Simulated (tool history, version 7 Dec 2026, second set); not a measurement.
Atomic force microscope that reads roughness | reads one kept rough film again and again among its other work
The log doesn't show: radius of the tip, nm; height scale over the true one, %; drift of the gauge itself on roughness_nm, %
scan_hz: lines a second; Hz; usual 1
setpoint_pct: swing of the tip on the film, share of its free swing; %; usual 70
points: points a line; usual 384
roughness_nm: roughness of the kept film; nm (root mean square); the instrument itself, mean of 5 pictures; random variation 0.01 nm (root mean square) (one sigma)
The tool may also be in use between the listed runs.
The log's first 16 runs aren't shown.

run   hour  scan_hz  setpoint_pct  points  pictures with this tip  hours of work since the height scale was calibrated  roughness_nm
 17  126.4        1            66     384                      72                                                  232         1.986
 18  133.8     1.09            70     384                      85                                                  237         1.907
     136.1  -- new tip fitted
 19  140.1     1.09            70     384                       7                                                  240         2.322
 20  147.8        1            70     384                      21                                                  244         2.254
 21  155.2     1.15            81     384                      35                                                  249         2.103
 22  162.8     1.15            81     384                      49                                                  253         2.045
 23  171.8     0.51            70     425                      66                                                  258         2.033
 24  180.4        1            66     384                      82                                                  263         1.935
     184.6  -- new tip fitted
 25  185.3        1            64     384                       1                                                  266         2.359
 26  193.5        1            56     346                      16                                                  271         2.286
 27  197.7     3.16            87     384                      24                                                  273         2.003
 28  204.6     3.08            71     962                      37                                                  277         2.084
 29    212     1.89            87     258                      50                                                  282         1.904
 30  221.3     1.89            87     258                      68                                                  287         1.817
 31  231.3     1.89            87     258                      86                                                  293         1.747
     233.5  -- new tip fitted
 32  237.8     1.89            87     258                       8                                                  296         2.132
 33  247.6     2.09            90     958                      26                                                  302         2.072
 34  257.1     2.09            90     958                      44                                                  308         1.973
 35    267      1.7            90     475                      62                                                  313         1.904
 36  273.2     0.63            76     475                      74                                                  317         1.974
     281.6  -- new tip fitted
 37  281.6     1.19            69     473                       0                                                  322         2.372
 38  290.8     1.19            69     473                      17                                                  327         2.262
 39  296.8     1.19            69     473                      28                                                  330         2.214
 40  306.1        1            70     857                      45                                                  336         2.119

Forecast each of these 3 alternatives for the next run:
  A  315.6     1.44            87     437                      63                                                  341             ?
  B  315.6        1            56     384                      63                                                  341             ?
  C  315.6     1.77            78     590                      63                                                  341             ?

run  roughness_nm
  A         1.938
  B         2.045
  C         1.991
Without the tool's hidden state the same runs would have given:
run  roughness_nm
  A         2.289
  B         2.416
  C         2.352

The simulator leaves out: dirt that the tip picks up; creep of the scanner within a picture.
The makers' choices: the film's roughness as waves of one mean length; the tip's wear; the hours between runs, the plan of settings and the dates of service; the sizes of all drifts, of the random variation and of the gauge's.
